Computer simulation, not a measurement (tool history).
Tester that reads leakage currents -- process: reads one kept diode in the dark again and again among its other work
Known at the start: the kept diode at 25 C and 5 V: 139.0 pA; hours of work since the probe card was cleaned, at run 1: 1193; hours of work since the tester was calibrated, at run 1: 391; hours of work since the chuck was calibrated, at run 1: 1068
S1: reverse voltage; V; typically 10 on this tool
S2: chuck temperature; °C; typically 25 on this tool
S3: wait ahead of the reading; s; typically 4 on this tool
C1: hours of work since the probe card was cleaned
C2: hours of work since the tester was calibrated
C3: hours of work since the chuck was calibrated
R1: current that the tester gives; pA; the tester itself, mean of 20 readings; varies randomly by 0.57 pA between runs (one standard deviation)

{"run": 1, "hour": 0.0, "S1": 10, "S2": 25, "S3": 4, "C1": 1193, "C2": 391, "C3": 1068, "R1": 189.2}
{"run": 2, "hour": 27.2, "S1": 10, "S2": 25, "S3": 4, "C1": 1213, "C2": 412, "C3": 1089, "R1": 188.14}
{"run": 3, "hour": 45.7, "S1": 10, "S2": 25, "S3": 4, "C1": 1227, "C2": 426, "C3": 1103, "R1": 189.59}
{"run": 4, "hour": 60.0, "S1": 10, "S2": 25, "S3": 4, "C1": 1238, "C2": 437, "C3": 1114, "R1": 188.64}
{"run": 5, "hour": 82.0, "S1": 15.9, "S2": 25, "S3": 4, "C1": 1255, "C2": 453, "C3": 1131, "R1": 235.61}
{"run": 6, "hour": 94.2, "S1": 10, "S2": 25, "S3": 4, "C1": 1265, "C2": 463, "C3": 1140, "R1": 188.49}
{"hour": 110.1, "done": "chuck's temperature calibrated"}
{"run": 7, "hour": 114.4, "S1": 10, "S2": 25, "S3": 4, "C1": 1278, "C2": 477, "C3": 3, "R1": 202.88}
{"run": 8, "hour": 131.6, "S1": 10, "S2": 25, "S3": 4, "C1": 1292, "C2": 490, "C3": 16, "R1": 203.61}
{"run": 9, "hour": 151.0, "S1": 10, "S2": 30, "S3": 7.87, "C1": 1306, "C2": 505, "C3": 31, "R1": 298.79}

Run 10, settings as shown, results not yet in. Your forecast:
{"run": 10, "hour": 165.5, "S1": 10.3, "S2": 28, "S3": 1, "C1": 1318, "C2": 516, "C3": 42, "R1": "?"}

{"run 10": {"R1": 262.51}}
The same run, on a tool lacking any hidden state, would have yielded R1 250.44 pA.

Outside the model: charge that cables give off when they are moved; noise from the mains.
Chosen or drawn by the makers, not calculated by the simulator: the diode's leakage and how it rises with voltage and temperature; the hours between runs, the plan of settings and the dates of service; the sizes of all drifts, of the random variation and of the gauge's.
